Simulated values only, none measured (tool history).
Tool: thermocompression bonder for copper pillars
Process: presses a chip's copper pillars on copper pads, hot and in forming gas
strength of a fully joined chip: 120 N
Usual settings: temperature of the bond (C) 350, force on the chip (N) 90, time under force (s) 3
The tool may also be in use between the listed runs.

run,hour,temperature of the bond (C),force on the chip (N),time under force (s),force that shears a chip off (N)
1,0.0,350,90,3,42.1
2,13.3,350,83,3,38.6
3,26.4,350,90,3,42.1
4,43.6,350,90,3,42.0
5,53.8,350,90,3,42.0
6,66.0,353,90,3,43.5
7,78.5,350,90,7,57.1
8,93.5,350,90,3,42.1
9,113.4,351,90,3,42.4
10,126.9,350,90,2,35.5
11,138.2,350,90,4,46.6
12,148.2,350,90,3,42.0
13,165.3,350,90,3,41.8
14,183.1,350,98,3,45.4
15,197.0,350,98,6,58.4
16,212.7,350,90,2,35.5
17,231.2,341,90,3,38.0
18,246.9,350,90,3,41.6
19,266.2,350,90,3,41.8
20,281.8,350,90,3,41.6
21,294.2,359,92,4,51.7
22,313.6,359,92,4,51.4
23,329.6,359,92,4,51.6
24,346.7,339,96,2,33.1
25,360.6,350,57,3,25.3
26,375.7,350,90,3,41.3
# hour 386.8: forming gas filter changed
27,391.6,336,58,2,20.0
28,406.4,336,58,2,20.7
29,420.8,336,58,2,20.2
30,435.1,336,58,2,20.4
31,446.3,339,66,3,29.3
32,466.2,350,93,5,57.6
33,482.1,357,90,3,49.6
34,501.6,340,90,3,41.0
35,515.5,340,90,3,41.2
36,535.2,340,127,7,76.0
37,549.4,350,90,8,65.5
38,557.6,345,90,3,43.4
39,569.4,345,90,2,37.1

4 ways to go on from here, each from the tool as it stands after run 39. What would each give?
A,579.8,339,81,9,?
B,579.8,350,57,3,?
C,579.8,327,90,2,?
D,579.8,327,98,8,?

run,force that shears a chip off (N)
A,55.6
B,28.5
C,29.7
D,56.1
Without the tool's hidden state the same runs would have given:
run,force that shears a chip off (N)
A,53.4
B,27.0
C,28.0
D,53.8
